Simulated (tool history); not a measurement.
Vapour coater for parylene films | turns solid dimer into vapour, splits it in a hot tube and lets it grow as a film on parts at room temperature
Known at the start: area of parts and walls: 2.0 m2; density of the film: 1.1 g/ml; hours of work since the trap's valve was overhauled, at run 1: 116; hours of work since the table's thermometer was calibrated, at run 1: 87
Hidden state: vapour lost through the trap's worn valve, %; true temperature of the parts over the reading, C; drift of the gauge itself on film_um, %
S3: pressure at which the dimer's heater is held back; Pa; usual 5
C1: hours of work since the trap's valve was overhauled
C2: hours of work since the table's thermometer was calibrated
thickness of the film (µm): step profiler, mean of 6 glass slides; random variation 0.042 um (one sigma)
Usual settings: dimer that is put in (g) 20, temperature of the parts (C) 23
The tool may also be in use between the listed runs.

Run 1, hour 0: usual settings; C1 116; C2 87. Result: thickness of the film (µm) 4.61.
Run 2, hour 30.3: usual settings; C1 134; C2 105. Result: thickness of the film (µm) 4.57.
Run 3, hour 53.7: usual settings; C1 148; C2 119. Result: thickness of the film (µm) 4.5.
Run 4, hour 71.5: usual settings; C1 159; C2 130. Result: thickness of the film (µm) 4.49.
Run 5, hour 88.7: usual settings; C1 169; C2 140. Result: thickness of the film (µm) 4.52.
Run 6, hour 103.7: usual settings; C1 178; C2 149. Result: thickness of the film (µm) 4.47.
Run 7, hour 133: usual settings; C1 196; C2 167. Result: thickness of the film (µm) 4.46.
Run 8, hour 168.9: usual settings but dimer that is put in (g) 15; C1 217; C2 188. Result: thickness of the film (µm) 3.34.
Run 9, hour 190.3: usual settings but temperature of the parts (C) 20; C1 230; C2 201. Result: thickness of the film (µm) 4.94.
Run 10, hour 224.9: usual settings; C1 251; C2 222. Result: thickness of the film (µm) 4.39.
Run 11, hour 258.6: usual settings; C1 271; C2 242. Result: thickness of the film (µm) 4.32.
Run 12, hour 284.2: usual settings; C1 286; C2 257. Result: thickness of the film (µm) 4.34.
Run 13, hour 300.8: usual settings; C1 296; C2 267. Result: thickness of the film (µm) 4.39.
Run 14, hour 332.6: usual settings; C1 316; C2 287. Result: thickness of the film (µm) 4.37.
Run 15, hour 354.5: usual settings but temperature of the parts (C) 26; C1 329; C2 300. Result: thickness of the film (µm) 3.79.
Run 16, hour 384.2: usual settings but temperature of the parts (C) 26; C1 347; C2 318. Result: thickness of the film (µm) 3.74.
Run 17, hour 406.9: usual settings but temperature of the parts (C) 26; C1 360; C2 331. Result: thickness of the film (µm) 3.73.
Run 18, hour 437.7: usual settings but temperature of the parts (C) 26; C1 379; C2 350. Result: thickness of the film (µm) 3.68.
Run 19, hour 470.9: usual settings but dimer that is put in (g) 14, S3 7.44 Pa; C1 399; C2 370. Result: thickness of the film (µm) 2.84.
Run 20, hour 506.3: usual settings but dimer that is put in (g) 14, S3 7.44 Pa; C1 420; C2 391. Result: thickness of the film (µm) 2.75.
At hour 510.7: table's thermometer calibrated.
Run 21, hour 535.9: usual settings but dimer that is put in (g) 25, temperature of the parts (C) 33, S3 6.42 Pa; C1 437; C2 15. Result: thickness of the film (µm) 3.29.
Run 22, hour 567.8: usual settings but dimer that is put in (g) 12, temperature of the parts (C) 17, S3 4.21 Pa; C1 456; C2 34. Result: thickness of the film (µm) 3.34.
Run 23, hour 590.7: usual settings but dimer that is put in (g) 12, temperature of the parts (C) 17, S3 4.21 Pa; C1 470; C2 48. Result: thickness of the film (µm) 3.32.

The next listed run, before its measurement:
Run 24, hour 606: usual settings but dimer that is put in (g) 9, temperature of the parts (C) 19, S3 5.82 Pa; C1 479; C2 57. Result: thickness of the film (µm) ?.

thickness of the film (µm): 2.18
Without the tool's hidden state the same run would have given thickness of the film (µm) 2.45.
